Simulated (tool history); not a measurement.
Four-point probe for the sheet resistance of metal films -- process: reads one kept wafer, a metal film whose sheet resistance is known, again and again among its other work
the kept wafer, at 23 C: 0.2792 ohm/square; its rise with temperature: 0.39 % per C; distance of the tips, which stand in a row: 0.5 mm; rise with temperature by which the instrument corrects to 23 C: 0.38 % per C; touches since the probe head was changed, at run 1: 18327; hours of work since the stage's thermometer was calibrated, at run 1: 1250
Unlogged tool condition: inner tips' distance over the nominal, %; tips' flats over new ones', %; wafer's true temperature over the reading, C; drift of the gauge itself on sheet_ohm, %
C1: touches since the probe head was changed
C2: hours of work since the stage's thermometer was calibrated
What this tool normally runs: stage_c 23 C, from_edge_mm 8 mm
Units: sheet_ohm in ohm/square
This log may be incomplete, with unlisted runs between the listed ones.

Run 1, hour 0: usual settings; C1 18327; C2 1250. Result: sheet_ohm 0.278931 ohm/square.
Run 2, hour 53.2: usual settings; C1 20031; C2 1292. Result: sheet_ohm 0.278842 ohm/square.
Run 3, hour 90.4: usual settings; C1 21226; C2 1322. Result: sheet_ohm 0.278851 ohm/square.
Run 4, hour 146.2: usual settings; C1 23014; C2 1366. Result: sheet_ohm 0.278749 ohm/square.
Run 5, hour 171.9: usual settings but from_edge_mm 10 mm; C1 23837; C2 1387. Result: sheet_ohm 0.278559 ohm/square.
Run 6, hour 201.3: usual settings but from_edge_mm 10 mm; C1 24779; C2 1410. Result: sheet_ohm 0.278506 ohm/square.
Run 7, hour 224.3: usual settings; C1 25517; C2 1429. Result: sheet_ohm 0.278783 ohm/square.
Run 8, hour 263.8: usual settings; C1 26784; C2 1460. Result: sheet_ohm 0.278638 ohm/square.
Run 9, hour 302.4: usual settings; C1 28023; C2 1491. Result: sheet_ohm 0.278628 ohm/square.
Run 10, hour 351.8: usual settings but stage_c 18 C; C1 29606; C2 1531. Result: sheet_ohm 0.278441 ohm/square.
Run 11, hour 403.7: usual settings; C1 31268; C2 1572. Result: sheet_ohm 0.278544 ohm/square.
Run 12, hour 432.2: usual settings; C1 32182; C2 1595. Result: sheet_ohm 0.278519 ohm/square.
Run 13, hour 467.5: usual settings; C1 33315; C2 1623. Result: sheet_ohm 0.278465 ohm/square.
Run 14, hour 514.7: usual settings; C1 34829; C2 1661. Result: sheet_ohm 0.278485 ohm/square.
Run 15, hour 551.9: usual settings; C1 36021; C2 1691. Result: sheet_ohm 0.27849 ohm/square.
Run 16, hour 584.9: usual settings; C1 37078; C2 1717. Result: sheet_ohm 0.278456 ohm/square.
Run 17, hour 607.5: usual settings but stage_c 30 C; C1 37803; C2 1735. Result: sheet_ohm 0.278675 ohm/square.
Run 18, hour 643.4: usual settings; C1 38955; C2 1764. Result: sheet_ohm 0.278264 ohm/square.
At hour 646.9: stage's thermometer calibrated.
Run 19, hour 691.6: usual settings; C1 40483; C2 36. Result: sheet_ohm 0.278238 ohm/square.
Run 20, hour 743.3: usual settings but stage_c 25 C, from_edge_mm 4 mm; C1 42141; C2 77. Result: sheet_ohm 0.279913 ohm/square.
Run 21, hour 778.5: usual settings but stage_c 31 C, from_edge_mm 31 mm; C1 43270; C2 105. Result: sheet_ohm 0.277839 ohm/square.
Run 22, hour 805.3: usual settings but stage_c 26 C, from_edge_mm 13 mm; C1 44130; C2 127. Result: sheet_ohm 0.277869 ohm/square.
Run 23, hour 845.8: usual settings but stage_c 26 C, from_edge_mm 13 mm; C1 45426; C2 159. Result: sheet_ohm 0.277691 ohm/square.
Run 24, hour 881.3: usual settings but stage_c 25 C, from_edge_mm 38 mm; C1 46564; C2 187. Result: sheet_ohm 0.277555 ohm/square.
At hour 921.6: stage's thermometer calibrated, once more.
Run 25, hour 927.5: usual settings but stage_c 29 C, from_edge_mm 15 mm; C1 48031; C2 5. Result: sheet_ohm 0.278446 ohm/square.
Run 26, hour 962: usual settings but stage_c 20 C, from_edge_mm 12 mm; C1 49136; C2 32. Result: sheet_ohm 0.278239 ohm/square.
Run 27, hour 985.6: usual settings but stage_c 26 C, from_edge_mm 18 mm; C1 49891; C2 51. Result: sheet_ohm 0.278289 ohm/square.
Run 28, hour 1012: usual settings but stage_c 24 C, from_edge_mm 62 mm; C1 50738; C2 72. Result: sheet_ohm 0.278142 ohm/square.
Run 29, hour 1045.2: usual settings but stage_c 30 C, from_edge_mm 6 mm; C1 51802; C2 99. Result: sheet_ohm 0.279295 ohm/square.
Run 30, hour 1085.1: usual settings but stage_c 18 C, from_edge_mm 16 mm; C1 53081; C2 131. Result: sheet_ohm 0.277918 ohm/square.
Run 31, hour 1136.9: usual settings but stage_c 18 C, from_edge_mm 16 mm; C1 54742; C2 172. Result: sheet_ohm 0.277859 ohm/square.
Run 32, hour 1164.6: usual settings but stage_c 24 C, from_edge_mm 47 mm; C1 55631; C2 194. Result: sheet_ohm 0.277961 ohm/square.
Run 33, hour 1200.7: usual settings but stage_c 21 C, from_edge_mm 12 mm; C1 56788; C2 223. Result: sheet_ohm 0.278093 ohm/square.
Run 34, hour 1243.4: usual settings but stage_c 33 C, from_edge_mm 42 mm; C1 58157; C2 257. Result: sheet_ohm 0.278287 ohm/square.
Run 35, hour 1270.5: usual settings but stage_c 22 C, from_edge_mm 26 mm; C1 59025; C2 279. Result: sheet_ohm 0.277878 ohm/square.

Take each entry between the runs: how does the hidden state at the last listed run before it differ from the hidden state at the first listed run after it?
From run 18 to run 19: stage's thermometer calibrated (hour 646.9)
  inner tips' distance over the nominal, %: -0.317 -> -0.329; tips' flats over new ones', %: 46 -> 48; wafer's true temperature over the reading, C: -0.44 -> -0.59
  what was measured, less what the result would be without the hidden state, sheet_ohm: -0.001434 -> -0.001633 ohm/square
From run 24 to run 25: stage's thermometer calibrated, once more (hour 921.6)
  inner tips' distance over the nominal, %: -0.372 -> -0.382; tips' flats over new ones', %: 55 -> 57; wafer's true temperature over the reading, C: -0.62 -> 0.07
  what was measured, less what the result would be without the hidden state, sheet_ohm: -0.00179 -> -0.00108 ohm/square

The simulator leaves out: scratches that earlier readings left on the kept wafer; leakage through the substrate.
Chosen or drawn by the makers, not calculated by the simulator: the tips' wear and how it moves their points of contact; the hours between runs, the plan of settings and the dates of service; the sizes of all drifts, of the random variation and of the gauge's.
